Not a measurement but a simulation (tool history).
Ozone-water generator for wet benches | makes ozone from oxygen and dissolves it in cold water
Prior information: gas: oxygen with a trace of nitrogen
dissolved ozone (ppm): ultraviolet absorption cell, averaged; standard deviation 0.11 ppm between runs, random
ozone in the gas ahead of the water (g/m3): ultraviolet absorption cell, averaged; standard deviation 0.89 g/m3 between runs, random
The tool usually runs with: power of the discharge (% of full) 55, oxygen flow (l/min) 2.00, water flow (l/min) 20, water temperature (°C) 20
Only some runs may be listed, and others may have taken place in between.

run    hour  power of the discharge (% of full)  oxygen flow (l/min)  water flow (l/min)  water temperature (°C)  dissolved ozone (ppm)  ozone in the gas ahead of the water (g/m3)
  1     0.0                                  55                 2.00                  20                      20                    7.9                                       141.3
  2    90.2                                  55                 2.00                  20                      20                    7.7                                       139.7
  3   199.4                                  55                 2.00                  20                      20                    8.0                                       140.8
  4   285.3                                  55                 2.00                  20                      20                    7.7                                       140.3
  5   399.4                                  55                 2.00                  20                      20                    7.9                                       140.6
  6   515.9                                  55                 2.00                  20                      20                    7.7                                       139.1
  7   586.1                                  55                 2.00                  20                      20                    7.7                                       138.4
  8   701.6                                  55                 2.00                  20                      20                    7.7                                       140.8
  9   776.4                                  55                 2.00                  20                      20                    7.7                                       138.0
 10   839.5                                  55                 2.00                  20                      20                    7.8                                       139.4
 11   941.3                                  55                 2.00                  20                      20                    7.8                                       139.3
 12  1026.2                                  55                 2.00                  20                      20                    7.6                                       138.2
 13  1104.2                                  55                 2.00                  20                      20                    7.5                                       138.0
 14  1214.3                                  55                 2.00                  20                      20                    7.6                                       137.5
 15  1339.4                                  55                 2.00                  20                      20                    7.7                                       138.6
 16  1440.1                                  55                 2.00                  24                      20                    6.4                                       136.4
 17  1506.5                                  87                 2.00                  20                      20                    9.7                                       177.6
 18  1595.1                                  97                 1.58                  20                      14                   10.3                                       214.8
 19  1716.1                                  97                 1.58                  20                      14                   10.2                                       214.4
 20  1814.2                                  55                 3.02                  16                      20                    9.5                                       105.8
 21  1894.3                                  41                 1.89                  17                      21                    7.1                                       118.9
 22  1964.6                                  77                 1.62                  24                      17                    7.3                                       186.0
 23  2086.5                                  77                 1.74                  15                      17                   11.8                                       176.4
 24  2158.4                                  41                 1.23                  20                      20                    5.8                                       152.7
 25  2244.0                                  49                 1.05                  18                      15                    6.9                                       185.2
 26  2357.0                                  49                 1.48                  28                      17                    4.7                                       150.9
 27  2422.7                                  49                 1.48                  28                      17                    4.7                                       152.3
 28  2531.3                                  79                 1.53                  24                      13                    7.1                                       189.3
 29  2632.7                                  55                 2.00                  31                      20                    4.5                                       134.0
 30  2756.4                                  45                 2.00                  15                      20                    8.5                                       118.3
 31  2830.1                                  45                 2.00                  15                      20                    8.6                                       120.7
 32  2888.9                                  45                 2.00                  15                      20                    8.6                                       119.4

Per-run results on a tool with no hidden state, each run keeping its own random variation:
The tool's hidden condition here consists of: yield of the discharge, % of new electrodes'; contactor's efficiency, % of a clean one's; true water temperature over the reading, C; drift of the gauge itself on ozone_ppm, %; drift of the gauge itself on gas_g_m3, %.
run  dissolved ozone (ppm)  ozone in the gas ahead of the water (g/m3)
  1                    8.4                                       148.8
  2                    8.2                                       147.4
  3                    8.5                                       148.9
  4                    8.2                                       148.7
  5                    8.5                                       149.2
  6                    8.4                                       148.0
  7                    8.4                                       147.5
  8                    8.4                                       150.3
  9                    8.3                                       147.6
 10                    8.5                                       149.2
 11                    8.5                                       149.4
 12                    8.3                                       148.5
 13                    8.2                                       148.5
 14                    8.4                                       148.3
 15                    8.5                                       149.8
 16                    7.1                                       147.7
 17                   11.1                                       197.6
 18                   11.8                                       240.9
 19                   11.8                                       241.3
 20                   10.7                                       115.5
 21                    7.9                                       127.6
 22                    8.4                                       207.7
 23                   13.6                                       197.5
 24                    6.4                                       164.7
 25                    7.8                                       202.2
 26                    5.3                                       165.0
 27                    5.3                                       166.8
 28                    8.4                                       214.8
 29                    5.2                                       148.5
 30                    9.6                                       129.6
 31                    9.8                                       132.4
 32                    9.8                                       131.1
